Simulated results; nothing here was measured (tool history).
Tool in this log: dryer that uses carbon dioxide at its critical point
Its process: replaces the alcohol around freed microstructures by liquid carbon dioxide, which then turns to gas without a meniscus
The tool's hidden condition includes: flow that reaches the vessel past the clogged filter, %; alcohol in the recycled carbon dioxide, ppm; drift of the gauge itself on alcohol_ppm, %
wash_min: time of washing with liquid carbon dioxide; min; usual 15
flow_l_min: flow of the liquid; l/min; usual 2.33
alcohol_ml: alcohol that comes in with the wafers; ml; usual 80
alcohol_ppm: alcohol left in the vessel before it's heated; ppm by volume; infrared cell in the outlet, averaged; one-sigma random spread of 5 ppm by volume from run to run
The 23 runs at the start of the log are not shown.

run     day  wash_min  flow_l_min  alcohol_ml  hours of work since the filter was changed  hours of work since the purifier's bed was changed  alcohol_ppm
 24  14.771        23        3.76          62                                          64                                                 226           55
 25  15.342        10        1.93          37                                          71                                                 232          297
 26  15.979        15        2.33          30                                          78                                                 240           72
 27  16.408        10        2.33          35                                          83                                                 245          178
 28  17.158        10        2.33          35                                          92                                                 253          179
 29  17.767         9        2.75          80                                          99                                                 260          278
 30  18.362        20        1.47          21                                         105                                                 267           77
 31  18.988        15        1.47          32                                         113                                                 274          200
 32  19.550        15        2.12          68                                         119                                                 280          124
 33  19.996        21        1.83          34                                         124                                                 286           80
 34  20.788        22        3.58          27                                         133                                                 295           71
 35  21.571        22        2.33          80                                         142                                                 304           83
 36  22.217        18        1.64          56                                         150                                                 311          132
 37  22.942        15        2.33          76                                         158                                                 319          112
 38  23.604        11        3.65          39                                         165                                                 327           95
 39  24.396        15        3.65          74                                         174                                                 336           88

Here are 4 independent what-if runs from the current tool condition. What would each one return?
  A  25.312        12        3.43          63                                         185                                                 346            ?
  B  25.312        17        3.65          80                                         185                                                 346            ?
  C  25.312        15        3.68          23                                         185                                                 346            ?
  D  25.312        15        2.20          91                                         185                                                 346            ?

run  alcohol_ppm
  A           91
  B           82
  C           93
  D          133
Had the tool no hidden state, the same runs would have come out as:
run  alcohol_ppm
  A            7
  B            2
  C           14
  D           37
